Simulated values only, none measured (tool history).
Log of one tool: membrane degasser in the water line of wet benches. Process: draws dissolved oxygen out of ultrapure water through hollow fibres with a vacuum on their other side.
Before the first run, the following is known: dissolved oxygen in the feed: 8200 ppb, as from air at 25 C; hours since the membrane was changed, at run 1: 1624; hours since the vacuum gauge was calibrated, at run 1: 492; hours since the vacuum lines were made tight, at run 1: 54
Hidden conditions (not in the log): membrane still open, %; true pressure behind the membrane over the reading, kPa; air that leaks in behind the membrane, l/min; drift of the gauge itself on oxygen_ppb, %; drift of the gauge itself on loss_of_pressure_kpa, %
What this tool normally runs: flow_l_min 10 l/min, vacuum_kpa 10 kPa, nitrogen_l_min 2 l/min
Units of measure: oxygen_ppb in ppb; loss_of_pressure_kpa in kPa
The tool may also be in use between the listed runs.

| run | hour | flow_l_min | vacuum_kpa | nitrogen_l_min | hours since the membrane was changed | hours since the vacuum gauge was calibrated | hours since the vacuum lines were made tight | oxygen_ppb | loss_of_pressure_kpa |
|---|---|---|---|---|---|---|---|---|---|
| 1 | 0 | 10 | 10 | 2 | 1624 | 492 | 54 | 170.6 | 35.25 |
| 2 | 106.8 | 10 | 10 | 2 | 1731 | 599 | 161 | 167.8 | 35.31 |
| 3 | 178.6 | 10 | 10 | 2 | 1803 | 671 | 233 | 170.7 | 35.4 |
| 4 | 293 | 10 | 10 | 2 | 1917 | 785 | 347 | 170.5 | 35.07 |
| 5 | 353.1 | 10 | 11 | 2 | 1977 | 845 | 407 | 184.6 | 35.22 |
| 6 | 427 | 10 | 11 | 2 | 2051 | 919 | 481 | 180.1 | 35.23 |
| 7 | 536.4 | 10 | 11 | 2 | 2160 | 1028 | 591 | 185.2 | 35.56 |
| 8 | 590.1 | 10 | 9.2 | 2 | 2214 | 1082 | 644 | 160.5 | 35.34 |
| 9 | 699.8 | 10 | 9.2 | 2 | 2324 | 1192 | 754 | 163 | 35.47 |
| 10 | 789.6 | 10 | 9.2 | 5.34 | 2414 | 1281 | 844 | 115.8 | 35.55 |
| 11 | 903.6 | 10 | 10 | 2 | 2528 | 1396 | 958 | 170.6 | 35.27 |
| 12 | 1007 | 10 | 10 | 2 | 2631 | 1499 | 1061 | 170.8 | 35.84 |
| 13 | 1084.8 | 10 | 6.4 | 2 | 2709 | 1577 | 1139 | 128.2 | 35.55 |
| 14 | 1174.4 | 7 | 6.4 | 2 | 2798 | 1666 | 1229 | 66.1 | 25.11 |
| 15 | 1281.8 | 10 | 10 | 2 | 2906 | 1774 | 1336 | 169.9 | 35.8 |
| 16 | 1356.4 | 10 | 10 | 2 | 2980 | 1848 | 1411 | 172.8 | 35.94 |
| 17 | 1426.3 | 14 | 8.3 | 4.83 | 3050 | 1918 | 1481 | 216 | 50.14 |
| 18 | 1489 | 10 | 12.3 | 1.77 | 3113 | 1981 | 1543 | 211.1 | 35.84 |
| 19 | 1551.8 | 10 | 12.3 | 1.61 | 3176 | 2044 | 1606 | 223.6 | 35.94 |
| 20 | 1630.8 | 10 | 12.3 | 1.61 | 3255 | 2123 | 1685 | 224.5 | 36.13 |
| 21 | 1714.1 | 16 | 10 | 3.42 | 3338 | 2206 | 1768 | 299.6 | 57.42 |
| 22 | 1828.7 | 12 | 10 | 4.35 | 3453 | 2321 | 1883 | 179.6 | 42.91 |
| 23 | 1941.2 | 12 | 10 | 4.35 | 3565 | 2433 | 1996 | 177.9 | 43.55 |
| 24 | 2036.8 | 10 | 14 | 1.61 | 3661 | 2529 | 2091 | 243.5 | 36.21 |
| 25 | 2154.5 | 10 | 14 | 1.61 | 3779 | 2646 | 2209 | 245.7 | 35.6 |
| 26 | 2273.1 | 13 | 14.3 | 1.47 | 3897 | 2765 | 2327 | 378.2 | 46.96 |
| 27 | 2344.5 | 10 | 10 | 5 | 3969 | 2836 | 2399 | 122.3 | 36.23 |
| 28 | 2450.7 | 13 | 10 | 4.98 | 4075 | 2943 | 2505 | 196.3 | 47.15 |
|  | 2518.7 | gauge calibrated |
| 29 | 2571.4 | 14 | 10 | 2 | 4195 | 3063 | 2626 | 289.1 | 49.2 |
| 30 | 2634.7 | 10 | 24.2 | 0.8 | 4259 | 3127 | 2689 | 644.7 | 35.31 |
| 31 | 2731.4 | 10 | 24.2 | 0.8 | 4355 | 3223 | 2786 | 648.7 | 35.18 |

For some of the steps in loss_of_pressure_kpa from one run to the next: how much would appear even if the tool had no hidden state, given the settings, what came in and random variation, and how much remains for the hidden state plus any gauge scatter that the measured result and the result without hidden state don't share?
Run 17 -> 18: flow_l_min 14 -> 10, vacuum_kpa 8.3 -> 12.3, nitrogen_l_min 4.83 -> 1.77. loss_of_pressure_kpa -14.3 kPa: hidden state -0.21, all else -14.09.
Run 20 -> 21: flow_l_min 10 -> 16, vacuum_kpa 12.3 -> 10, nitrogen_l_min 1.61 -> 3.42. loss_of_pressure_kpa +21.29 kPa: hidden state +0.45, all else +20.84.
Run 21 -> 22: flow_l_min 16 -> 12, nitrogen_l_min 3.42 -> 4.35. loss_of_pressure_kpa -14.51 kPa: hidden state -0.22, all else -14.29.
Run 25 -> 26: flow_l_min 10 -> 13, vacuum_kpa 14 -> 14.3, nitrogen_l_min 1.61 -> 1.47. loss_of_pressure_kpa +11.36 kPa: hidden state +0.34, all else +11.02.
Run 28 -> 29: flow_l_min 13 -> 14, nitrogen_l_min 4.98 -> 2, gauge calibrated. loss_of_pressure_kpa +2.05 kPa: hidden state -1.24, all else +3.29.
